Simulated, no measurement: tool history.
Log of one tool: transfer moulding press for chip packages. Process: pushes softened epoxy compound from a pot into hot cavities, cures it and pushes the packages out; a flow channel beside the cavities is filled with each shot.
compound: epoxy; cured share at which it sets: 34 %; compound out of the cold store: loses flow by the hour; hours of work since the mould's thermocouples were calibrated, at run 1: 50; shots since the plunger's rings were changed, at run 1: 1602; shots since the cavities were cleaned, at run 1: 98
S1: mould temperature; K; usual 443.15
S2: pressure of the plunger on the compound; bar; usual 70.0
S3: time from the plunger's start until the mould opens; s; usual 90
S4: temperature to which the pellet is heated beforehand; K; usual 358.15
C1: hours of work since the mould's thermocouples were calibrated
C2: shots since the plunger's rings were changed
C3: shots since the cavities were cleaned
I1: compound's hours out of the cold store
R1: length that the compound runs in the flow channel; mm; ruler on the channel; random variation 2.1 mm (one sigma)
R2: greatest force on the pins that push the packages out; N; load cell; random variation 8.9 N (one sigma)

run    hour      S1    S2   S3      S4   C1    C2   C3    I1   R1    R2
  1     0.0  443.15  70.0   90  358.15   50  1602   98  15.6  853   467
       32.5  -- cavities cleaned with cleaning compound and waxed
  2    34.6  443.15  70.0   90  358.15   75  2095   31  46.0  755   420
       72.5  -- cavities cleaned with cleaning compound and waxed
  3   105.6  443.15  70.0   90  358.15  129  3133  495  22.5  817   636
      110.9  -- cavities cleaned with cleaning compound and waxed
      137.8  -- plunger's sealing rings changed
      150.5  -- cavities cleaned with cleaning compound and waxed
  4   163.3  443.15  70.0   90  358.15  169   358  191   8.2  882   532
      186.3  -- cavities cleaned with cleaning compound and waxed
  5   202.0  443.15  70.0   90  358.15  197   913  234  14.5  860   568
      221.7  -- cavities cleaned with cleaning compound and waxed
      260.7  -- cavities cleaned with cleaning compound and waxed
  6   265.6  443.15  70.0  107  358.15  243  1817   73  37.3  785   355
      300.8  -- cavities cleaned with cleaning compound and waxed
  7   314.5  443.15  70.0  107  356.15  280  2524  204  20.5  832   425
      335.9  -- cavities cleaned with cleaning compound and waxed
      372.3  -- cavities cleaned with cleaning compound and waxed
      392.3  -- plunger's sealing rings changed
  8   392.3  443.15  70.0  107  356.15  335     0  260  29.7  819   438
      413.5  -- cavities cleaned with cleaning compound and waxed
      450.2  -- cavities cleaned with cleaning compound and waxed
  9   454.8  443.15  70.0  107  356.15  380   888   68  44.8  770   349
      485.5  -- cavities cleaned with cleaning compound and waxed
 10   497.5  443.15  70.0  107  356.15  412  1503  179  24.9  826   431
      520.9  -- cavities cleaned with cleaning compound and waxed
      560.2  -- cavities cleaned with cleaning compound and waxed
 11   566.9  443.15  70.0  107  356.15  463  2494   99  47.4  752   373
      598.7  -- cavities cleaned with cleaning compound and waxed
 12   624.8  443.15  70.0  107  356.15  506  3335  389  35.3  781   487
      634.6  -- cavities cleaned with cleaning compound and waxed
      644.1  -- plunger's sealing rings changed
      673.8  -- cavities cleaned with cleaning compound and waxed
 13   673.8  443.15  70.0  107  356.15  539   419    0  24.9  831   339
      704.7  -- mould's thermocouples calibrated
      711.6  -- cavities cleaned with cleaning compound and waxed
 14   718.4  440.15  87.5   97  355.15    9  1034  103  47.2  860   495
      747.5  -- cavities cleaned with cleaning compound and waxed
      784.0  -- cavities cleaned with cleaning compound and waxed
 15   792.0  450.15  70.0   90  357.15   63  2086  119  39.2  757   379
      821.0  -- cavities cleaned with cleaning compound and waxed
 16   849.8  450.15  70.0   90  357.15  106  2927  431  19.6  810   470
      858.6  -- cavities cleaned with cleaning compound and waxed
 17   885.5  443.15  71.3   83  357.15  133  3438  403  10.5  858   771
      900.1  -- plunger's sealing rings changed
      901.6  -- cavities cleaned with cleaning compound and waxed
      938.8  -- cavities cleaned with cleaning compound and waxed
 18   956.4  438.15  52.7   74  350.15  183   796  263  47.9  672  1225
      974.4  -- cavities cleaned with cleaning compound and waxed
 19   989.2  438.15  52.7   70  350.15  207  1263  221  33.0  709  1492
     1013.8  -- cavities cleaned with cleaning compound and waxed
 20  1037.2  438.15  52.7   70  350.15  242  1956  348  35.6  697  1526
     1051.3  -- cavities cleaned with cleaning compound and waxed
 21  1070.7  445.15  86.5   89  357.15  267  2435  290   8.8  963   555
     1087.8  -- cavities cleaned with cleaning compound and waxed
     1123.8  -- cavities cleaned with cleaning compound and waxed
 22  1123.8  445.15  86.5   89  357.15  305  3182    0  39.3  852   389
     1151.9  -- plunger's sealing rings changed
     1163.8  -- cavities cleaned with cleaning compound and waxed
     1199.1  -- cavities cleaned with cleaning compound and waxed
 23  1199.1  445.15  72.6  128  363.15  359   659    0  13.8  875   291
     1234.6  -- cavities cleaned with cleaning compound and waxed
 24  1261.6  445.15  72.6  116  363.15  405  1569  402  38.7  795   454
     1271.9  -- cavities cleaned with cleaning compound and waxed
     1310.4  -- cavities cleaned with cleaning compound and waxed
 25  1322.7  438.15  78.2   86  358.15  450  2436  184  45.8  816   802

4 ways to go on from here, each from the tool as it stands after run 25. What would each give?
     1349.6  -- cavities cleaned with cleaning compound and waxed
  A  1379.5  444.15  70.0  124  364.15  492  3261  446  32.1   ?   ?
     1349.6  -- cavities cleaned with cleaning compound and waxed
  B  1379.5  443.15  72.5  102  362.15  492  3261  446  29.1   ?   ?
     1349.6  -- cavities cleaned with cleaning compound and waxed
  C  1379.5  439.15  78.2   94  356.15  492  3261  446  41.7   ?   ?
     1349.6  -- cavities cleaned with cleaning compound and waxed
  D  1379.5  438.15  78.2   77  358.15  492  3261  446  36.2   ?   ?

run   R1    R2
  A  788   445
  B  814   528
  C  817   746
  D  837  1304
Without the tool's hidden state the same runs would have given:
run   R1   R2
  A  808  293
  B  834  339
  C  837  460
  D  858  806
